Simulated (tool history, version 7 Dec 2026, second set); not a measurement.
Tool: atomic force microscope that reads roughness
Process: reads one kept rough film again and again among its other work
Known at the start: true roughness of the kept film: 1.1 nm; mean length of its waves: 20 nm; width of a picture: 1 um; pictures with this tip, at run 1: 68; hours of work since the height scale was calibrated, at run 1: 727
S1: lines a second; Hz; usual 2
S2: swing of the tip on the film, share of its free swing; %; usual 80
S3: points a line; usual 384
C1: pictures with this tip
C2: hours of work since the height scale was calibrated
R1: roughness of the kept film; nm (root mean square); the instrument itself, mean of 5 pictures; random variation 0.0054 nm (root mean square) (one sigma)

Run 1, hour 0: usual settings; C1 68; C2 727. Result: R1 0.91 nm (root mean square).
Run 2, hour 68.4: usual settings; C1 182; C2 760. Result: R1 0.908 nm (root mean square).
At hour 113.3: new tip fitted.
Run 3, hour 139.7: usual settings but S1 1.52 Hz; C1 44; C2 795. Result: R1 0.926 nm (root mean square).
Run 4, hour 179.6: usual settings but S1 1.52 Hz; C1 110; C2 815. Result: R1 0.932 nm (root mean square).
Run 5, hour 221: usual settings but S1 0.7 Hz; C1 178; C2 836. Result: R1 0.948 nm (root mean square).
At hour 264.9: new tip fitted.
Run 6, hour 298.1: usual settings; C1 55; C2 874. Result: R1 0.918 nm (root mean square).
Run 7, hour 348.8: usual settings; C1 139; C2 899. Result: R1 0.906 nm (root mean square).
Run 8, hour 388.8: usual settings but S1 1.17 Hz; C1 205; C2 918. Result: R1 0.925 nm (root mean square).
At hour 416.4: new tip fitted.
Run 9, hour 460.2: usual settings but S1 0.82 Hz, S2 84 %, S3 257; C1 72; C2 954. Result: R1 0.928 nm (root mean square).
Run 10, hour 513.7: usual settings but S1 0.82 Hz, S2 84 %, S3 257; C1 161; C2 980. Result: R1 0.924 nm (root mean square).
Run 11, hour 547.4: usual settings but S1 1.5 Hz, S2 82 %, S3 773; C1 216; C2 997. Result: R1 0.935 nm (root mean square).
At hour 570.9: new tip fitted.
Run 12, hour 606.2: usual settings but S1 1.5 Hz, S2 82 %, S3 773; C1 59; C2 1026. Result: R1 0.937 nm (root mean square).
Run 13, hour 656: usual settings but S3 657; C1 141; C2 1050. Result: R1 0.92 nm (root mean square).
Run 14, hour 715.8: usual settings but S1 0.66 Hz, S2 62 %, S3 478; C1 240; C2 1080. Result: R1 0.959 nm (root mean square).

Forecast each of these 4 alternatives for the next run:
At hour 722.9: new tip fitted.
Run A, hour 792.5: usual settings but S1 3.41 Hz, S2 66 %, S3 478; C1 115; C2 1118. Result: R1 ?.
At hour 722.9: new tip fitted.
Run B, hour 792.5: usual settings but S1 1.84 Hz, S2 88 %, S3 478; C1 115; C2 1118. Result: R1 ?.
At hour 722.9: new tip fitted.
Run C, hour 792.5: usual settings but S2 75 %, S3 351; C1 115; C2 1118. Result: R1 ?.
At hour 722.9: new tip fitted.
Run D, hour 792.5: usual settings but S1 1.51 Hz, S3 519; C1 115; C2 1118. Result: R1 ?.

run     R1
  A  0.936
  B  0.906
  C  0.922
  D  0.932
Without the tool's hidden state the same runs would have given:
run     R1
  A  0.938
  B  0.908
  C  0.924
  D  0.935
